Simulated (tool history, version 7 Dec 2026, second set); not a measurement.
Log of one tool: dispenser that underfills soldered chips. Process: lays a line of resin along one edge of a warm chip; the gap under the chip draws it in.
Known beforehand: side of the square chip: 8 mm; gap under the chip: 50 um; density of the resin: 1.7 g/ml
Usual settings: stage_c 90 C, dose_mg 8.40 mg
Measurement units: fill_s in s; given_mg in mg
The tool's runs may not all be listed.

run,hour,stage_c,dose_mg,fill_s,given_mg
1,0.0,90,8.40,26.9,8.26
# hour 2.7: new syringe of resin
2,3.4,90,8.40,22.1,8.23
3,8.4,90,8.40,25.2,8.24
# hour 12.6: new syringe of resin
4,14.0,90,9.20,22.1,8.93
5,19.1,90,9.20,26.5,8.96
# hour 22.6: new syringe of resin
# hour 24.6: dispensing valve cleaned and set on the balance
6,25.1,90,9.20,21.9,9.18
7,29.7,90,9.20,25.3,9.20
# hour 33.3: new syringe of resin
8,36.6,90,8.40,24.4,8.36
9,41.6,90,8.40,27.8,8.36
# hour 43.1: new syringe of resin
10,47.8,90,8.40,24.9,8.36
11,51.2,90,8.40,28.2,8.31
# hour 52.8: new syringe of resin
12,56.0,90,8.40,23.3,8.27
13,61.4,90,8.40,28.1,8.34
# hour 62.6: new syringe of resin
14,68.3,96,9.01,20.6,8.95
15,71.7,96,9.01,22.6,8.94
# hour 72.5: new syringe of resin
16,75.6,80,10.79,37.0,10.61
17,80.0,84,9.59,35.6,9.46
# hour 82.5: new syringe of resin
18,83.5,86,7.99,26.4,7.88
19,87.8,86,7.99,30.5,7.83
# hour 92.3: new syringe of resin
20,94.6,81,10.68,33.7,10.51
21,97.9,79,7.65,42.5,7.49
22,101.2,101,7.85,18.6,7.70
# hour 102.0: new syringe of resin
23,105.8,79,10.81,37.5,10.60
24,109.9,76,10.48,49.0,10.18
# hour 112.0: new syringe of resin
25,116.5,88,8.71,27.4,8.42

What would each run have given without the hidden state, its run-to-run variation left as it was?
Hidden state present: resin's viscosity, % of fresh resin's; dose that the valve gives, % of what is set; true chip temperature over the reading, C; drift of the gauge itself on fill_s, %; drift of the gauge itself on given_mg, %.
run,fill_s,given_mg
1,20.2,8.45
2,20.9,8.43
3,20.1,8.45
4,20.4,9.17
5,20.7,9.22
6,20.2,9.20
7,20.0,9.23
8,20.9,8.40
9,20.0,8.41
10,20.3,8.42
11,20.5,8.38
12,20.5,8.34
13,20.7,8.42
14,16.2,9.05
15,15.9,9.05
16,31.3,10.75
17,25.9,9.60
18,24.2,8.00
19,24.2,7.96
20,29.4,10.69
21,33.1,7.63
22,13.1,7.85
23,32.0,10.82
24,36.3,10.40
25,22.4,8.62
